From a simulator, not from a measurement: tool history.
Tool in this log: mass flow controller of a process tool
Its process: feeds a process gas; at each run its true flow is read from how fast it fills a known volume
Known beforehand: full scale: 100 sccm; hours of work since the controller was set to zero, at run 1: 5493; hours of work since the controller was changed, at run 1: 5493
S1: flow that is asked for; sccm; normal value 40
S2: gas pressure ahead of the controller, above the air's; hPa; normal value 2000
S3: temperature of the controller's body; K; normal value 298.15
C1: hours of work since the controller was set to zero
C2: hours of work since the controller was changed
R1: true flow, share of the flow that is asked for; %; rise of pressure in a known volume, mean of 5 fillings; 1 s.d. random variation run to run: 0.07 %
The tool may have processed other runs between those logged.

run,hour,S1,S2,S3,C1,C2,R1
1,0,40,2000,298.15,5493,5493,98.24
2,343.2,40,2000,301.15,5761,5761,98.19
3,774.3,40,2000,301.15,6097,6097,98.36
# hour 828.4: controller's zero set anew
4,1122.1,40,2000,301.15,229,6368,98.44
# hour 1308.3: controller exchanged for a calibrated one
5,1499.2,40,2000,298.15,149,149,98.44
6,1953.6,40,2000,298.15,503,503,98.59
7,2183.5,40,1850,298.15,682,682,98.65
8,2666.8,40,1920,298.15,1059,1059,98.65
9,3030.9,40,1920,298.15,1343,1343,98.8
10,3516.6,40,1920,298.15,1722,1722,98.99
11,3742.1,40,1920,298.15,1897,1897,99.02
12,4234.9,40,1920,298.15,2282,2282,99.36
13,4468.3,40,1920,298.15,2464,2464,99.22
14,4759.5,20,1920,298.15,2691,2691,98.59
15,5085.7,40,2000,298.15,2945,2945,99.61
16,5573.6,40,2000,298.15,3325,3325,99.59
17,5839.6,40,2000,298.15,3533,3533,99.69
18,6060.4,40,2000,298.15,3705,3705,99.49
19,6486.5,40,2000,298.15,4037,4037,99.63
20,6839.4,40,2220,298.15,4312,4312,100.02
21,7322.1,40,2220,298.15,4689,4689,100.19
22,7741,21,2220,298.15,5015,5015,99.47
23,8201.2,21,2220,298.15,5374,5374,99.73
24,8430.5,21,2220,298.15,5553,5553,99.81
25,8694.2,66,1670,298.15,5758,5758,101.02
26,8949.3,21,2560,309.15,5957,5957,100.21
# hour 9163.7: controller's zero set anew
27,9176,21,2560,309.15,10,6133,100.4
28,9459.4,40,2000,299.15,231,6354,100.61
# hour 9636.4: controller exchanged for a calibrated one
29,9732.9,40,2330,311.15,75,75,101.14
# hour 10032.5: gauge calibrated
30,10066.5,40,2330,311.15,335,335,98.71
31,10386.2,46,1450,301.15,585,585,98.2
32,10700.4,17,2770,298.15,830,830,97.84
33,11193.8,17,1710,296.15,1214,1214,97.39
34,11627.5,18,2000,311.15,1552,1552,98.17
35,12084,89,2000,305.15,1908,1908,100.46
36,12504.1,89,2000,305.15,2236,2236,100.64
37,12938.5,22,2270,308.15,2574,2574,98.6
38,13270.4,22,2270,308.15,2833,2833,98.61
39,13557.6,47,2140,298.15,3057,3057,99.14
40,13831.9,42,2140,296.15,3271,3271,99.04
41,14061,42,2140,296.15,3450,3450,99.07
42,14578.3,20,2540,296.15,3853,3853,98.67
43,14903.1,16,2320,312.15,4106,4106,99.04
44,15343.1,10,1420,298.15,4449,4449,98.2
45,15598.3,10,1420,298.15,4648,4648,98.19
46,16049.3,69,1940,307.15,5000,5000,100.88
47,16344.9,52,2390,295.15,5230,5230,100.28
48,16651.5,40,2360,297.15,5469,5469,99.94

Take each entry between the runs: how does the hidden state at the last listed run before it differ from the hidden state at the first listed run after it?
After run 3, before run 4: controller's zero set anew (hour 828.4)
  flow at rest that the sensor doesn't see, % of full scale: -0.007 -> 0; drift of the gauge itself on true_pct, %: 0.21 -> 0.3
  measured value less the no-hidden-state value, R1: +0.22 -> +0.33 %
After run 4, before run 5: controller exchanged for a calibrated one (hour 1308.3)
  true flow over the shown one, %: 0.04 -> 0; drift of the gauge itself on true_pct, %: 0.3 -> 0.4
  measured value less the no-hidden-state value, R1: +0.33 -> +0.39 %
After run 26, before run 27: controller's zero set anew (hour 9163.7)
  flow at rest that the sensor doesn't see, % of full scale: -0.006 -> 0; drift of the gauge itself on true_pct, %: 2.37 -> 2.43
  measured value less the no-hidden-state value, R1: +2.33 -> +2.42 %
After run 28, before run 29: controller exchanged for a calibrated one (hour 9636.4)
  true flow over the shown one, %: 0.04 -> 0; drift of the gauge itself on true_pct, %: 2.51 -> 2.58
  measured value less the no-hidden-state value, R1: +2.5 -> +2.55 %
After run 29, before run 30: gauge calibrated (hour 10032.5)
  flow at rest that the sensor doesn't see, % of full scale: 0 -> -0.001; drift of the gauge itself on true_pct, %: 2.58 -> 0.01
  measured value less the no-hidden-state value, R1: +2.55 -> +0.01 %
